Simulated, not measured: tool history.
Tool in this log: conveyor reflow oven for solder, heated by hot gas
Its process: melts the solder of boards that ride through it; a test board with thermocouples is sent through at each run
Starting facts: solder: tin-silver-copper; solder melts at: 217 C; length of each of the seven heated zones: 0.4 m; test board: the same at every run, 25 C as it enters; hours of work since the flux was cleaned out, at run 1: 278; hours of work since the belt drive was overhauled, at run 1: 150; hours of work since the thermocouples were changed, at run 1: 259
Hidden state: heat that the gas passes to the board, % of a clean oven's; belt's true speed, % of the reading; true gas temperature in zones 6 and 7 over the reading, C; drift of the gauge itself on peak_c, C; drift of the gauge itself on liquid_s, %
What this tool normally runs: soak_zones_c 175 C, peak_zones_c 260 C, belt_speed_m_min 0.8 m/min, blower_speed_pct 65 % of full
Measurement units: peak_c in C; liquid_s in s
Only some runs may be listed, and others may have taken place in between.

| run | hour | soak_zones_c | peak_zones_c | belt_speed_m_min | blower_speed_pct | hours of work since the flux was cleaned out | hours of work since the belt drive was overhauled | hours of work since the thermocouples were changed | peak_c | liquid_s |
|---|---|---|---|---|---|---|---|---|---|---|
| 1 | 0 | 175 | 260 | 0.8 | 65 | 278 | 150 | 259 | 238.27 | 33.52 |
| 2 | 7.8 | 175 | 255 | 0.8 | 65 | 282 | 153 | 263 | 234.23 | 29.45 |
| 3 | 12.5 | 175 | 255 | 0.8 | 65 | 284 | 156 | 265 | 234.25 | 29.5 |
| 4 | 18.1 | 175 | 255 | 0.8 | 65 | 287 | 158 | 268 | 234.23 | 29.56 |
| 5 | 24.1 | 175 | 260 | 0.942 | 65 | 290 | 161 | 270 | 231.83 | 21 |
| 6 | 29.3 | 160 | 260 | 0.942 | 65 | 292 | 163 | 273 | 227.38 | 13.98 |
| 7 | 38.5 | 175 | 260 | 0.8 | 81 | 296 | 168 | 277 | 243.18 | 38.85 |
| 8 | 44.9 | 175 | 260 | 0.8 | 81 | 299 | 171 | 280 | 243.12 | 38.88 |
| 9 | 50.9 | 175 | 260 | 0.8 | 81 | 302 | 173 | 283 | 242.99 | 38.98 |
| 10 | 57.5 | 175 | 260 | 0.8 | 65 | 305 | 176 | 286 | 238.14 | 33.33 |
| 11 | 62.3 | 175 | 260 | 0.8 | 65 | 307 | 179 | 288 | 238.05 | 33.38 |
|  | 68.2 | flux residue cleaned out of gas plates and filters |
| 12 | 73.7 | 175 | 260 | 0.8 | 65 | 3 | 181 | 291 | 237.4 | 32.55 |
| 13 | 83 | 175 | 260 | 0.815 | 65 | 7 | 186 | 295 | 236.87 | 30.94 |
| 14 | 92.3 | 175 | 260 | 0.815 | 65 | 11 | 190 | 299 | 236.87 | 31.13 |
| 15 | 97.1 | 175 | 260 | 0.815 | 65 | 13 | 192 | 302 | 236.78 | 31.06 |
| 16 | 103.9 | 173 | 260 | 0.768 | 76 | 16 | 195 | 305 | 241.84 | 38.89 |
|  | 116.5 | flux residue cleaned out of gas plates and filters, once more |
| 17 | 116.5 | 166 | 260 | 0.768 | 76 | 0 | 199 | 308 | 242.29 | 37.72 |
| 18 | 126.1 | 160 | 274 | 0.8 | 69 | 4 | 203 | 313 | 248.81 | 38.18 |
| 19 | 136.4 | 188 | 260 | 0.8 | 61 | 9 | 208 | 318 | 240.91 | 40.04 |
| 20 | 145.3 | 175 | 257 | 0.8 | 56 | 13 | 212 | 322 | 233.03 | 27.47 |
| 21 | 149.9 | 170 | 257 | 0.776 | 56 | 15 | 214 | 324 | 233 | 27.02 |
| 22 | 158.6 | 175 | 258 | 0.781 | 65 | 19 | 218 | 328 | 238.2 | 34.87 |
| 23 | 163.4 | 175 | 258 | 0.77 | 85 | 22 | 221 | 330 | 244.43 | 42.38 |
| 24 | 170.6 | 185 | 257 | 0.77 | 85 | 25 | 224 | 333 | 245.11 | 46.5 |
| 25 | 179 | 185 | 257 | 0.77 | 85 | 29 | 228 | 337 | 245.05 | 46.57 |
| 26 | 183.5 | 175 | 260 | 0.9 | 65 | 31 | 230 | 339 | 234.65 | 25.86 |
| 27 | 193 | 175 | 260 | 0.883 | 57 | 35 | 234 | 344 | 231.75 | 22.52 |
| 28 | 202.3 | 177 | 267 | 0.807 | 83 | 40 | 239 | 348 | 250.56 | 44.33 |
| 29 | 209.6 | 171 | 267 | 0.8 | 69 | 43 | 242 | 351 | 245.34 | 38.58 |
| 30 | 215 | 171 | 267 | 0.8 | 69 | 45 | 244 | 354 | 245.29 | 38.6 |

Selected run-to-run steps in peak_c, each split into two signed amounts: the part the tool would show with no hidden state at all (from settings, incoming material and random variation), and the remainder, which goes to the hidden state together with any gauge scatter not common to the measured and the hidden-state-free results:
Run 4 -> 5: peak_zones_c 255 -> 260, belt_speed_m_min 0.8 -> 0.942. peak_c -2.4 C: hidden state -0.25, all else -2.15.
Run 6 -> 7: soak_zones_c 160 -> 175, belt_speed_m_min 0.942 -> 0.8, blower_speed_pct 65 -> 81. peak_c +15.8 C: hidden state +0.24, all else +15.56.
Run 11 -> 12: flux residue cleaned out of gas plates and filters. peak_c -0.65 C: hidden state -0.6, all else -0.05.
Run 16 -> 17: soak_zones_c 173 -> 166, flux residue cleaned out of gas plates and filters, once more. peak_c +0.45 C: hidden state +1.75, all else -1.3.
Run 25 -> 26: soak_zones_c 185 -> 175, peak_zones_c 257 -> 260, belt_speed_m_min 0.77 -> 0.9, blower_speed_pct 85 -> 65. peak_c -10.4 C: hidden state +0.04, all else -10.44.
Run 27 -> 28: soak_zones_c 175 -> 177, peak_zones_c 260 -> 267, belt_speed_m_min 0.883 -> 0.807, blower_speed_pct 57 -> 83. peak_c +18.81 C: hidden state -0.14, all else +18.95.

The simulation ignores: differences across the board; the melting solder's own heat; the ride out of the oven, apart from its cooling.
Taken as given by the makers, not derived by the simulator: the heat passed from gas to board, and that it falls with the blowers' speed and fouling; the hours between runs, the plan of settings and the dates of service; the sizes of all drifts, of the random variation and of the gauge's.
